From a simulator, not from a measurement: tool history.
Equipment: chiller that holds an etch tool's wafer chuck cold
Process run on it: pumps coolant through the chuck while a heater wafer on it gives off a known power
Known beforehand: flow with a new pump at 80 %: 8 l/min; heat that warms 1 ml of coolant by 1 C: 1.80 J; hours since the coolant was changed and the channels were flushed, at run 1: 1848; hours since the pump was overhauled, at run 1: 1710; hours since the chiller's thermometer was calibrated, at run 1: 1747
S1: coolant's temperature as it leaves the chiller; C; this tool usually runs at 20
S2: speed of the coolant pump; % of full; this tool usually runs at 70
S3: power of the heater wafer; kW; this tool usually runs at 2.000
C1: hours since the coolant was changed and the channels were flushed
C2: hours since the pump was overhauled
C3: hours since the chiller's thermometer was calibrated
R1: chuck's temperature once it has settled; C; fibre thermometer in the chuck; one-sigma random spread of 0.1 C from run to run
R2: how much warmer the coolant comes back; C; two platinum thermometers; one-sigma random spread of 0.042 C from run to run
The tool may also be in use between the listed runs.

Run 1, hour 0.0: usual settings; C1 1848; C2 1710; C3 1747. Result: R1 36.2 C, R2 9.64 C.
Run 2, hour 47.7: usual settings; C1 1896; C2 1758; C3 1795. Result: R1 36.1 C, R2 9.72 C.
Run 3, hour 123.2: usual settings; C1 1971; C2 1833; C3 1870. Result: R1 36.3 C, R2 9.74 C.
Run 4, hour 180.9: usual settings but S1 15 C; C1 2029; C2 1891; C3 1928. Result: R1 31.3 C, R2 9.62 C.
Run 5, hour 260.0: usual settings but S1 15 C; C1 2108; C2 1970; C3 2007. Result: R1 31.1 C, R2 9.60 C.
Run 6, hour 354.2: usual settings but S1 15 C; C1 2202; C2 2064; C3 2101. Result: R1 31.3 C, R2 9.77 C.
Run 7, hour 412.3: usual settings but S1 15 C; C1 2260; C2 2122; C3 2159. Result: R1 31.1 C, R2 9.78 C.
Run 8, hour 494.7: usual settings but S1 15 C; C1 2343; C2 2205; C3 2242. Result: R1 31.1 C, R2 9.71 C.
Run 9, hour 552.8: usual settings; C1 2401; C2 2263; C3 2300. Result: R1 36.1 C, R2 9.71 C.
Run 10, hour 611.7: usual settings; C1 2460; C2 2322; C3 2359. Result: R1 36.3 C, R2 9.65 C.
Run 11, hour 695.5: usual settings but S3 2.034 kW; C1 2544; C2 2406; C3 2443. Result: R1 36.5 C, R2 9.76 C.
Run 12, hour 767.5: usual settings but S3 1.009 kW; C1 2615; C2 2478; C3 2514. Result: R1 28.2 C, R2 4.90 C.
Run 13, hour 844.8: usual settings but S1 24 C, S2 81 % of full, S3 2.345 kW; C1 2693; C2 2555; C3 2592. Result: R1 41.0 C, R2 9.65 C.
Run 14, hour 914.6: usual settings but S2 92 % of full, S3 1.606 kW; C1 2763; C2 2625; C3 2662. Result: R1 30.5 C, R2 5.75 C.
Run 15, hour 990.2: usual settings but S1 14 C, S3 2.504 kW; C1 2838; C2 2700; C3 2737. Result: R1 34.3 C, R2 12.14 C.
Run 16, hour 1063.5: usual settings but S1 14 C, S3 2.504 kW; C1 2912; C2 2774; C3 2810. Result: R1 34.2 C, R2 12.15 C.
Run 17, hour 1109.1: usual settings but S1 14 C, S3 2.504 kW; C1 2957; C2 2819; C3 2856. Result: R1 34.3 C, R2 12.13 C.
Run 18, hour 1170.9: usual settings but S1 14 C, S3 2.504 kW; C1 3019; C2 2881; C3 2918. Result: R1 34.3 C, R2 12.11 C.
Run 19, hour 1228.2: usual settings but S1 27 C; C1 3076; C2 2938; C3 2975. Result: R1 43.4 C, R2 9.71 C.

3 options for the next run, each taken on its own from the tool as it stands now. Forecast them:
Run A, hour 1323.0: usual settings but S1 27 C, S3 2.106 kW; C1 3171; C2 3033; C3 3070. Result: R1 ?, R2 ?.
Run B, hour 1323.0: usual settings but S1 19 C; C1 3171; C2 3033; C3 3070. Result: R1 ?, R2 ?.
Run C, hour 1323.0: usual settings but S1 21 C; C1 3171; C2 3033; C3 3070. Result: R1 ?, R2 ?.

run    R1     R2
  A  44.1  10.16
  B  35.2   9.68
  C  37.4   9.73
Without the tool's hidden state the same runs would have given:
run    R1     R2
  A  44.1  10.15
  B  35.2   9.67
  C  37.4   9.72
